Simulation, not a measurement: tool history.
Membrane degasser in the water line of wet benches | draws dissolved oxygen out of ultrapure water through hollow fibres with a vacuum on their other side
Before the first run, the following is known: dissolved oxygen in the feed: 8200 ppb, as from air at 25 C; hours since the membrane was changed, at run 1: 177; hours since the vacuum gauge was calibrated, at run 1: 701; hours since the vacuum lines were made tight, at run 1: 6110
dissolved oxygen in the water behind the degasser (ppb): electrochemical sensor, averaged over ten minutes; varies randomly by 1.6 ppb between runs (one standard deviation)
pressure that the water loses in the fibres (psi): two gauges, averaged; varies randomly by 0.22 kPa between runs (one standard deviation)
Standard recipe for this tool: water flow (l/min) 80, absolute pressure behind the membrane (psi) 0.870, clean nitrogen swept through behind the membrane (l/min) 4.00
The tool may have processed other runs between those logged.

| run | day | water flow (l/min) | absolute pressure behind the membrane (psi) | clean nitrogen swept through behind the membrane (l/min) | hours since the membrane was changed | hours since the vacuum gauge was calibrated | hours since the vacuum lines were made tight | dissolved oxygen in the water behind the degasser (ppb) | pressure that the water loses in the fibres (psi) |
|---|---|---|---|---|---|---|---|---|---|
| 1 | 0.000 | 80 | 0.870 | 4.00 | 177 | 701 | 6110 | 154.7 | 7.665 |
| 2 | 4.362 | 80 | 0.870 | 4.00 | 282 | 806 | 6214 | 157.4 | 7.664 |
| 3 | 6.633 | 80 | 0.870 | 4.00 | 336 | 861 | 6269 | 159.7 | 7.699 |
| 4 | 9.383 | 77 | 0.870 | 4.00 | 402 | 927 | 6335 | 149.0 | 7.368 |
| 5 | 12.242 | 77 | 0.870 | 4.00 | 471 | 995 | 6403 | 146.3 | 7.380 |
| 6 | 16.012 | 77 | 0.870 | 4.00 | 562 | 1086 | 6494 | 150.7 | 7.361 |
| 7 | 18.512 | 80 | 0.870 | 11.91 | 622 | 1146 | 6554 | 78.6 | 7.706 |
| 8 | 22.117 | 80 | 0.870 | 11.91 | 708 | 1232 | 6640 | 79.2 | 7.601 |
| 9 | 24.567 | 80 | 0.870 | 11.91 | 767 | 1291 | 6699 | 78.5 | 7.614 |
| 10 | 28.317 | 80 | 0.870 | 11.91 | 857 | 1381 | 6789 | 78.2 | 7.593 |
| 11 | 30.492 | 80 | 0.870 | 4.00 | 909 | 1433 | 6841 | 153.9 | 7.617 |
| 12 | 33.888 | 80 | 0.870 | 4.00 | 991 | 1515 | 6923 | 156.1 | 7.588 |
| 13 | 37.879 | 80 | 0.870 | 4.00 | 1086 | 1610 | 7019 | 154.5 | 7.555 |
| 14 | 41.475 | 80 | 0.870 | 4.00 | 1173 | 1697 | 7105 | 159.1 | 7.613 |
| 15 | 45.562 | 80 | 0.870 | 4.00 | 1271 | 1795 | 7203 | 154.4 | 7.551 |
| 16 | 50.346 | 80 | 0.870 | 4.00 | 1386 | 1910 | 7318 | 156.4 | 7.577 |
| 17 | 54.229 | 100 | 1.529 | 11.23 | 1479 | 2003 | 7411 | 204.5 | 9.426 |
| 18 | 58.533 | 100 | 1.529 | 11.23 | 1582 | 2106 | 7514 | 207.6 | 9.400 |
| 19 | 62.167 | 73 | 1.088 | 6.94 | 1669 | 2193 | 7602 | 132.3 | 6.818 |
| 20 | 64.592 | 73 | 1.088 | 6.94 | 1727 | 2252 | 7660 | 134.8 | 6.872 |
| 21 | 67.804 | 90 | 0.585 | 1.96 | 1805 | 2329 | 7737 | 118.2 | 8.393 |
| 22 | 71.525 | 80 | 0.870 | 7.21 | 1894 | 2418 | 7826 | 106.8 | 7.512 |
| 23 | 73.767 | 80 | 0.870 | 4.22 | 1948 | 2472 | 7880 | 151.0 | 7.558 |
| 24 | 77.979 | 80 | 0.870 | 4.22 | 2049 | 2573 | 7981 | 150.7 | 7.484 |
| 25 | 81.054 | 79 | 1.430 | 4.00 | 2123 | 2647 | 8055 | 309.2 | 7.369 |
|  | 84.212 | gauge calibrated |
| 26 | 84.433 | 86 | 1.430 | 4.00 | 2204 | 2728 | 8136 | 342.1 | 8.335 |
| 27 | 89.200 | 58 | 1.430 | 4.00 | 2318 | 2842 | 8250 | 233.6 | 5.571 |
| 28 | 93.512 | 58 | 1.430 | 4.00 | 2422 | 2946 | 8354 | 233.1 | 5.501 |
| 29 | 97.429 | 58 | 1.430 | 4.00 | 2516 | 3040 | 8448 | 231.6 | 5.584 |
| 30 | 99.567 | 58 | 1.430 | 4.00 | 2567 | 3091 | 8499 | 233.3 | 5.514 |
| 31 | 102.529 | 124 | 1.430 | 4.00 | 2638 | 3162 | 8570 | 501.0 | 11.925 |
| 32 | 107.062 | 77 | 1.653 | 8.55 | 2747 | 3271 | 8679 | 200.6 | 7.422 |

Describe how what the log doesn't record of the tool's condition differs between the last listed run preceding each entry between runs and the first listed run following it.
Between runs 25 and 26: gauge calibrated (day 84.212)
  drift of the gauge itself on loss_of_pressure_kpa, %: -2.59 -> -0.01
  measured minus no-state result, pressure that the water loses in the fibres (psi): -0.196 -> +0.001
